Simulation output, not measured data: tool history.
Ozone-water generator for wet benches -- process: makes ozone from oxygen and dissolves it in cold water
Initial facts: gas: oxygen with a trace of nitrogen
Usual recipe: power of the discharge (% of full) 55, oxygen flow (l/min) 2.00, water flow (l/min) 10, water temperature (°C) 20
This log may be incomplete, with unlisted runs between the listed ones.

run	hour	power of the discharge (% of full)	oxygen flow (l/min)	water flow (l/min)	water temperature (°C)	dissolved ozone (ppm)	ozone in the gas ahead of the water (g/m3)
1	0.0	55	2.00	10	20	18.0	193.8
2	39.3	55	2.00	10	20	17.7	194.7
3	56.6	55	2.00	7	20	24.2	193.3
4	79.8	55	2.00	10	20	17.9	194.5
5	105.1	55	2.00	10	20	17.9	193.8
6	126.1	55	2.00	10	20	17.7	194.5
7	159.2	55	2.00	10	20	18.0	193.3
8	182.0	55	2.00	10	20	17.7	192.7
9	220.3	55	2.00	10	20	17.6	193.6
10	251.3	55	2.00	10	20	17.8	193.1
11	279.2	55	2.00	10	20	17.8	192.7
12	310.9	55	2.00	10	20	18.0	193.4
13	347.9	55	2.00	10	20	17.5	194.2
14	383.2	55	2.00	10	20	17.7	193.3
15	403.8	55	2.00	9	20	19.3	192.3
16	435.0	55	2.00	9	20	19.3	193.7
17	471.0	55	2.00	9	20	19.5	193.1
18	503.5	55	2.00	9	20	19.5	192.7
19	542.1	79	2.00	10	27	21.4	251.5
20	569.7	79	2.00	10	27	21.5	252.7
21	587.0	57	3.19	11	20	17.9	165.0
22	626.2	78	2.00	10	16	24.0	247.8
23	663.9	55	2.00	8	28	19.1	193.8
24	684.8	55	2.00	8	28	19.2	192.4
25	704.3	55	2.00	8	28	19.1	194.3
26	726.7	55	2.00	8	28	19.1	193.5
27	755.4	55	2.71	10	13	21.0	170.4
28	774.9	55	2.71	10	13	21.0	171.1
29	800.1	55	2.71	10	13	20.9	168.7
30	830.6	55	2.80	9	15	22.5	169.7
31	851.7	55	2.80	9	15	22.4	168.0
32	885.4	67	2.00	7	13	30.3	220.3

Taken out of this log: 3 entries between the listed runs. Where each belongs, and how the hidden state differs across it:
Runs 2 to 3: water thermometer calibrated (hour 47.3)
  contactor's efficiency, % of a clean one's: 97 -> 96.9; true water temperature over the reading, C: 0.28 -> 0.08
  what was measured, less what the result would be without the hidden state, dissolved ozone (ppm): -0.4 -> -0.4; ozone in the gas ahead of the water (g/m3): -0.8 -> -0.7
Runs 15 to 16: contactor cleaned (hour 409.7)
  contactor's efficiency, % of a clean one's: 96.5 -> 94.9; true water temperature over the reading, C: 0.09 -> 0.1
  what was measured, less what the result would be without the hidden state, dissolved ozone (ppm): -0.4 -> -0.6; ozone in the gas ahead of the water (g/m3): -1.5 -> -1.6
Runs 18 to 19: contactor cleaned, once more (hour 529.7)
  contactor's efficiency, % of a clean one's: 94.8 -> 99.3
  what was measured, less what the result would be without the hidden state, dissolved ozone (ppm): -0.6 -> -0.3; ozone in the gas ahead of the water (g/m3): -1.7 -> -3.1
